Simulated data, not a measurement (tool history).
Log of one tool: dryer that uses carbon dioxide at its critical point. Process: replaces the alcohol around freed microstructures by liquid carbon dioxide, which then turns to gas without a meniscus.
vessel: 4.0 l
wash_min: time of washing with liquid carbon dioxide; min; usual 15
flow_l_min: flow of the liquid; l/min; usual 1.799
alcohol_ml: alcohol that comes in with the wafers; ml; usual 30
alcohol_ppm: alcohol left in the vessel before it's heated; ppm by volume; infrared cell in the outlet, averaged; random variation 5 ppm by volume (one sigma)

run    hour  wash_min  flow_l_min  alcohol_ml  alcohol_ppm
  1       0        15       1.799          30           77
  2    51.4        15       1.799          30           85
  3   106.4        15       1.799          30           85
  4   170.1        15       1.799          30           92
  5   206.7        15       1.799          30           88
      252.4  -- inlet filter changed
  6     266        15       1.799          30           61
  7     309        15       1.799          30           60
  8   361.8        15       1.799          30           53
  9   407.3        15       1.799          30           75
 10   468.6        15       1.799          30           77
 11   536.3        15       1.799          30           86
 12   565.5        15       1.799          30           85
 13   613.7        15       1.799          40          127
 14   658.8        15       1.799          30           99
 15   712.1        15       1.799          30          114
 16   759.4        21       1.799          30           43
      788.2  -- inlet filter changed
 17     798        21       1.799          30           42
 18   859.8        21       1.799          30           33
 19   903.8        21       1.799          30           38
 20   948.1        15        1.43          30          182
 21   997.1        15        1.43          30          174
 22  1041.8        15        1.43          30          210
 23  1076.5        15        1.43          30          201
 24  1108.4        15       1.799          40          121
 25    1172        11         1.6          26          349
 26  1230.6        11         1.6          26          379
 27    1297        15       1.799          71          236
     1319.6  -- inlet filter changed
 28  1355.3        15        2.47          96           62
 29  1409.5        10        1.65          30          390
 30  1476.2        10        1.65          30          403
 31  1506.8        10        1.65          30          385
 32  1550.6        20        2.04          51           57
 33  1596.8        17        2.05          30           66
 34  1650.5        17        2.05          30           69
 35  1715.7        15        2.05          27           84
 36  1766.1        15        2.05          27           97
 37  1809.7        15        1.23          30          394
       1833  -- purifier's bed changed
     1854.3  -- inlet filter changed
 38  1854.3        10        1.23          30          693
 39  1898.7        10        1.23          30          727
 40  1965.8        10        2.12          66          313
 41  2015.1        10        2.12         105          506
 42  2058.7        10        2.12         105          539

Run 43 comes next. What will it give?
 43  2112.8        11        1.55          30            ?

{"run 43": {"alcohol_ppm": 359}}
Without the tool's hidden state the same run would have given alcohol_ppm 277 ppm by volume.
